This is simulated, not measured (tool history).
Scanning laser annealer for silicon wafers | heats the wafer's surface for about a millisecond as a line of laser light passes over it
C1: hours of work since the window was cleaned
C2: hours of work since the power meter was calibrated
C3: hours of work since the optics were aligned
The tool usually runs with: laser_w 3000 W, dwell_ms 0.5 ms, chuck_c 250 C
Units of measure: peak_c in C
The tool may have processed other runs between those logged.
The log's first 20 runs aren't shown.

Run 21, hour 480.8: usual settings but dwell_ms 0.483 ms; C1 162; C2 852; C3 522. Result: peak_c 988 C.
Run 22, hour 514.6: usual settings but laser_w 3156 W, dwell_ms 0.581 ms, chuck_c 245 C; C1 186; C2 875; C3 545. Result: peak_c 1121 C.
Run 23, hour 538.2: usual settings but laser_w 3236 W, chuck_c 235 C; C1 202; C2 891; C3 561. Result: peak_c 1056 C.
Run 24, hour 568.5: usual settings but laser_w 3236 W, chuck_c 235 C; C1 223; C2 912; C3 582. Result: peak_c 1055 C.
Run 25, hour 600.1: usual settings but laser_w 3236 W, chuck_c 235 C; C1 244; C2 934; C3 604. Result: peak_c 1051 C.
Run 26, hour 627.3: usual settings but laser_w 3236 W, dwell_ms 0.414 ms, chuck_c 278 C; C1 263; C2 953; C3 623. Result: peak_c 1007 C.
Run 27, hour 660.8: usual settings but laser_w 3236 W, dwell_ms 0.414 ms, chuck_c 278 C; C1 286; C2 976; C3 646. Result: peak_c 1007 C.
Run 28, hour 688.1: usual settings but laser_w 2758 W; C1 305; C2 995; C3 665. Result: peak_c 925 C.
Run 29, hour 708.3: usual settings but dwell_ms 0.614 ms; C1 319; C2 1009; C3 679. Result: peak_c 1091 C.
At hour 714.8: optics aligned, line set to its width.
Run 30, hour 740.4: usual settings but laser_w 2791 W, dwell_ms 0.614 ms, chuck_c 215 C; C1 338; C2 1027; C3 18. Result: peak_c 989 C.
Run 31, hour 756.5: usual settings but dwell_ms 0.43 ms, chuck_c 263 C; C1 349; C2 1038; C3 29. Result: peak_c 940 C.
Run 32, hour 783.6: usual settings but dwell_ms 0.43 ms, chuck_c 263 C; C1 367; C2 1057; C3 47. Result: peak_c 944 C.
Run 33, hour 809.6: usual settings but dwell_ms 0.43 ms, chuck_c 263 C; C1 385; C2 1075; C3 65. Result: peak_c 940 C.
At hour 829.9: optics aligned, line set to its width, once more.
At hour 831.9: window over the wafer cleaned.
Run 34, hour 847.4: usual settings but laser_w 3025 W; C1 11; C2 1096; C3 11. Result: peak_c 1023 C.
Run 35, hour 864.9: usual settings but laser_w 3025 W, chuck_c 225 C; C1 23; C2 1108; C3 23. Result: peak_c 995 C.
Run 36, hour 896.8: usual settings but laser_w 2701 W, chuck_c 272 C; C1 45; C2 1130; C3 45. Result: peak_c 949 C.
Run 37, hour 914.9: usual settings but laser_w 3213 W, dwell_ms 0.524 ms; C1 57; C2 1143; C3 57. Result: peak_c 1098 C.
Run 38, hour 941.6: usual settings but laser_w 3058 W, dwell_ms 0.363 ms, chuck_c 247 C; C1 76; C2 1161; C3 76. Result: peak_c 889 C.
Run 39, hour 969.1: usual settings but laser_w 3169 W, dwell_ms 0.588 ms, chuck_c 223 C; C1 94; C2 1180; C3 94. Result: peak_c 1116 C.
Run 40, hour 997.4: usual settings but dwell_ms 0.499 ms, chuck_c 247 C; C1 114; C2 1199; C3 114. Result: peak_c 1004 C.
Run 41, hour 1027.7: usual settings but laser_w 2587 W, dwell_ms 0.373 ms, chuck_c 267 C; C1 135; C2 1220; C3 135. Result: peak_c 803 C.

Consider 3 possible next runs. They are alternatives, not a sequence: every one starts from the tool as it was left by run 41. What does each give?
Run A, hour 1043: usual settings but laser_w 2884 W, dwell_ms 0.373 ms, chuck_c 232 C; C1 145; C2 1231; C3 145. Result: peak_c ?.
Run B, hour 1043: usual settings but laser_w 2963 W, dwell_ms 0.611 ms; C1 145; C2 1231; C3 145. Result: peak_c ?.
Run C, hour 1043: usual settings but dwell_ms 0.367 ms; C1 145; C2 1231; C3 145. Result: peak_c ?.

run  peak_c
  A     838
  B    1090
  C     880
Stripped of hidden state, with their random variation kept, the same runs would have yielded:
run  peak_c
  A     842
  B    1096
  C     884
